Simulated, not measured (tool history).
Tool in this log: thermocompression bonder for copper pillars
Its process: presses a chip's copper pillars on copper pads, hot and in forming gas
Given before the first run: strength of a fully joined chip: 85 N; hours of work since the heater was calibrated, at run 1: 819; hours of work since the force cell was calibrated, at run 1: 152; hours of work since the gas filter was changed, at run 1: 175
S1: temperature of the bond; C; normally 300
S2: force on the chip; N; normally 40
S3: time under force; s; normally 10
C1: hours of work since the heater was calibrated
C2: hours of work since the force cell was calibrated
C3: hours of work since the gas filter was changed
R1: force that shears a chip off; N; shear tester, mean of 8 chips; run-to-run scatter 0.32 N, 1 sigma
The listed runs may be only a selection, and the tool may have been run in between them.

run,day,S1,S2,S3,C1,C2,C3,R1
1,0.000,300,40,10,819,152,175,34.8
2,0.650,300,51,10,828,161,184,40.2
3,1.054,324,40,10,833,166,189,41.6
4,1.367,324,40,10,838,171,193,41.2
5,1.771,324,40,10,843,176,199,41.5
6,2.388,300,47,10,851,184,207,38.8
7,2.829,300,47,8,857,190,213,35.1
8,3.304,300,47,8,864,197,220,35.1
9,4.000,300,40,23,873,206,229,45.8
10,4.321,300,31,10,877,211,233,28.8
11,4.938,299,31,6,886,219,242,22.9
12,5.600,292,43,14,895,228,251,37.8
13,5.929,292,43,20,899,232,255,43.1
14,6.325,281,44,9,905,238,261,29.2
15,6.875,316,37,10,912,245,268,36.4

Predict each of these 4 candidate next runs independently; none follows another, all start after run 15:
A,7.317,273,27,10,918,251,274,?
B,7.317,282,53,15,918,251,274,?
C,7.317,316,53,7,918,251,274,?
D,7.317,300,40,6,918,251,274,?

run,R1
A,19.8
B,40.1
C,40.6
D,27.7
The same runs, with their run-to-run variation unchanged, on a tool lacking any hidden condition would have given:
run,R1
A,21.9
B,43.7
C,44.0
D,30.4
